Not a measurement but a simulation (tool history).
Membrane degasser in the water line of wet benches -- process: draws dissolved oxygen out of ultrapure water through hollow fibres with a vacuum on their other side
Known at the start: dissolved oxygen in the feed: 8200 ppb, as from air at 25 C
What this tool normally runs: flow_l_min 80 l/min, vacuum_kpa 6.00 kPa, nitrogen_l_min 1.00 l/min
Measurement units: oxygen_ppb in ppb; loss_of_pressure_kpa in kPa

run,hour,flow_l_min,vacuum_kpa,nitrogen_l_min,oxygen_ppb,loss_of_pressure_kpa
1,0.0,80,6.00,1.00,427.0,59.06
2,55.7,80,6.00,1.00,429.9,58.90
3,104.9,80,6.00,1.00,425.6,59.09
4,155.1,80,6.00,1.00,436.1,59.02
5,194.4,80,6.00,1.00,428.9,59.15
6,227.9,80,6.00,1.00,438.5,59.48
7,268.0,80,6.00,1.00,430.3,59.04
8,323.8,80,6.00,0.68,541.4,58.84
9,363.5,72,10.47,1.00,884.6,53.06
10,420.2,112,8.92,0.44,1435.2,82.67
11,452.4,105,6.80,0.41,976.4,77.63
12,484.0,105,6.80,0.41,971.2,78.06
13,523.3,68,6.51,0.90,476.3,50.27
14,576.9,63,6.14,1.54,276.1,46.69
15,626.1,63,6.14,1.54,276.4,46.81
16,654.4,63,6.14,1.54,278.0,46.75

Here are 3 independent what-if runs from the current tool condition. What would each one return?
A,710.9,113,6.14,2.38,?,?
B,710.9,79,10.81,0.46,?,?
C,710.9,56,6.00,1.00,?,?

run,oxygen_ppb,loss_of_pressure_kpa
A,372.7,83.45
B,1475.7,58.43
C,331.4,41.32
What these runs would have given with no unlogged condition in the tool:
run,oxygen_ppb,loss_of_pressure_kpa
A,338.3,82.37
B,1424.0,57.67
C,296.6,40.79
